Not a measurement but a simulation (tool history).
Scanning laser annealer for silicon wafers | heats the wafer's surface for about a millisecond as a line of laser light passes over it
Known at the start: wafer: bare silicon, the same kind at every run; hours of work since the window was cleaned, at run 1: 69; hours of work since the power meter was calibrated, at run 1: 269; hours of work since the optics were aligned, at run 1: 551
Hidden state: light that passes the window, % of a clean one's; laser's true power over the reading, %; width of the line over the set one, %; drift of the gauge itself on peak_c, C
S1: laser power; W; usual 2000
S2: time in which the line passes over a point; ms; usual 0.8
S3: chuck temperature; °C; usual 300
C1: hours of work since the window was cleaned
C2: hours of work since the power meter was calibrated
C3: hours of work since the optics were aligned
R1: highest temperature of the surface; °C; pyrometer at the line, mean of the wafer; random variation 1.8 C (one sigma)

run	hour	S1	S2	S3	C1	C2	C3	R1
1	0	2000	0.8	300	69	269	551	1015
2	17.1	2000	0.8	300	80	280	563	1019
3	35.5	2050	0.8	300	93	293	576	1037
4	51.5	2000	0.878	300	104	304	587	1052
5	69.5	2000	0.878	300	117	317	600	1054
6	80	2000	0.878	300	124	324	607	1053
7	102.6	2000	0.8	282	140	340	623	996
8	117.6	2000	0.8	282	150	350	633	997
9	132.2	2000	0.8	282	160	360	643	999
10	149.7	2000	0.8	300	172	372	655	1016
11	169.6	2000	0.8	300	186	386	669	1017
12	185.4	2000	0.8	300	197	397	680	1016
13	200.7	2000	0.566	300	208	408	691	901
14	218.6	1948	0.566	300	220	420	703	884
15	236.8	1948	0.566	273	233	433	716	856
16	258.5	1948	0.566	273	248	448	731	854
17	281.4	2010	0.8	300	264	464	747	1017
18	300	2010	0.926	319	277	477	759	1089
# hour 306.6: optics aligned, line set to its width
19	323.5	2010	0.926	319	290	489	12	1087
20	345.6	1863	0.926	317	305	505	27	1028
21	362.6	1863	0.926	317	317	517	39	1029
22	374.5	1863	0.926	317	325	525	47	1029
23	398.2	1863	0.926	317	341	541	63	1027
# hour 414: optics aligned, line set to its width, once more
24	416.2	1995	0.926	317	350	550	2	1092
25	435.7	1995	0.926	317	364	564	15	1091
26	456.9	1766	0.8	276	379	578	30	910
27	468.3	1763	0.85	300	386	586	38	952
28	483.6	1876	0.85	299	397	597	48	994
29	499.5	1922	0.85	266	408	608	59	977
30	511.1	2167	0.85	266	416	616	67	1071
31	522.7	2122	0.8	274	424	624	75	1036
32	536.3	2122	0.926	282	434	634	85	1102

Hidden state at the last listed run before each entry between runs and at the first one after, where it differs:
Between runs 18 and 19: optics aligned, line set to its width (hour 306.6)
  light that passes the window, % of a clean one's: 99.36 -> 99.33; laser's true power over the reading, %: -0.21 -> -0.22; width of the line over the set one, %: 2.9 -> 3.8
  measured less the result without the state, R1: -17 -> -21 °C
Between runs 23 and 24: optics aligned, line set to its width, once more (hour 414)
  light that passes the window, % of a clean one's: 99.22 -> 99.21; laser's true power over the reading, %: -0.26 -> -0.27; width of the line over the set one, %: 3.99 -> 0.07
  measured less the result without the state, R1: -22 -> -8 °C

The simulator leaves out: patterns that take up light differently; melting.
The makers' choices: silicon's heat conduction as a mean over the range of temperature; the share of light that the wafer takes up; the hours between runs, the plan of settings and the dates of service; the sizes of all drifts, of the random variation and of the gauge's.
